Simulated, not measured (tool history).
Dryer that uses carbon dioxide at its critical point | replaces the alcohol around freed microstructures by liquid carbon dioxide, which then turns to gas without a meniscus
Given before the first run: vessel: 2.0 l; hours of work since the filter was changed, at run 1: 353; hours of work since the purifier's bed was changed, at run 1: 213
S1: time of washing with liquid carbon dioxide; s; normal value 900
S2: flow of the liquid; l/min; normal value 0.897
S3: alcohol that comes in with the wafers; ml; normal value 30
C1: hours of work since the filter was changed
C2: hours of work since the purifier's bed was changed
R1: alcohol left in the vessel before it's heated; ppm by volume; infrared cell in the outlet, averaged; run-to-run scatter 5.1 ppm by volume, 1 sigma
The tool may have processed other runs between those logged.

{"run": 1, "hour": 0.0, "S1": 900, "S2": 0.897, "S3": 30, "C1": 353, "C2": 213, "R1": 182}
{"run": 2, "hour": 10.8, "S1": 900, "S2": 0.897, "S3": 30, "C1": 358, "C2": 217, "R1": 195}
{"run": 3, "hour": 23.2, "S1": 900, "S2": 0.897, "S3": 30, "C1": 363, "C2": 223, "R1": 205}
{"run": 4, "hour": 36.7, "S1": 900, "S2": 0.897, "S3": 30, "C1": 369, "C2": 229, "R1": 197}
{"run": 5, "hour": 47.3, "S1": 900, "S2": 0.897, "S3": 30, "C1": 374, "C2": 233, "R1": 208}
{"run": 6, "hour": 59.0, "S1": 900, "S2": 0.897, "S3": 30, "C1": 379, "C2": 239, "R1": 198}
{"run": 7, "hour": 70.5, "S1": 900, "S2": 0.897, "S3": 65, "C1": 384, "C2": 244, "R1": 308}
{"run": 8, "hour": 79.9, "S1": 900, "S2": 0.897, "S3": 88, "C1": 388, "C2": 248, "R1": 404}
{"run": 9, "hour": 90.1, "S1": 900, "S2": 0.897, "S3": 30, "C1": 393, "C2": 252, "R1": 206}
{"run": 10, "hour": 100.3, "S1": 900, "S2": 0.593, "S3": 30, "C1": 397, "C2": 257, "R1": 683}
{"run": 11, "hour": 107.8, "S1": 900, "S2": 0.593, "S3": 30, "C1": 401, "C2": 260, "R1": 720}
{"run": 12, "hour": 115.1, "S1": 900, "S2": 0.897, "S3": 30, "C1": 404, "C2": 263, "R1": 209}
{"run": 13, "hour": 121.2, "S1": 900, "S2": 0.897, "S3": 30, "C1": 406, "C2": 266, "R1": 222}
{"run": 14, "hour": 130.2, "S1": 900, "S2": 0.897, "S3": 30, "C1": 410, "C2": 270, "R1": 211}
{"run": 15, "hour": 138.8, "S1": 900, "S2": 0.897, "S3": 30, "C1": 414, "C2": 274, "R1": 233}
{"run": 16, "hour": 148.2, "S1": 900, "S2": 0.897, "S3": 30, "C1": 418, "C2": 278, "R1": 227}
{"run": 17, "hour": 160.1, "S1": 900, "S2": 1.362, "S3": 30, "C1": 424, "C2": 283, "R1": 130}
{"run": 18, "hour": 172.2, "S1": 900, "S2": 1.362, "S3": 30, "C1": 429, "C2": 288, "R1": 138}
{"run": 19, "hour": 187.1, "S1": 900, "S2": 1.362, "S3": 30, "C1": 435, "C2": 295, "R1": 130}

Run 20 has not been measured yet. What should we expect?
{"run": 20, "hour": 194.6, "S1": 1200, "S2": 0.79, "S3": 62, "C1": 439, "C2": 298, "R1": "?"}

Logged for run 20: R1 229 ppm by volume.
The same run, on a tool lacking any hidden state, would have yielded R1 42 ppm by volume.
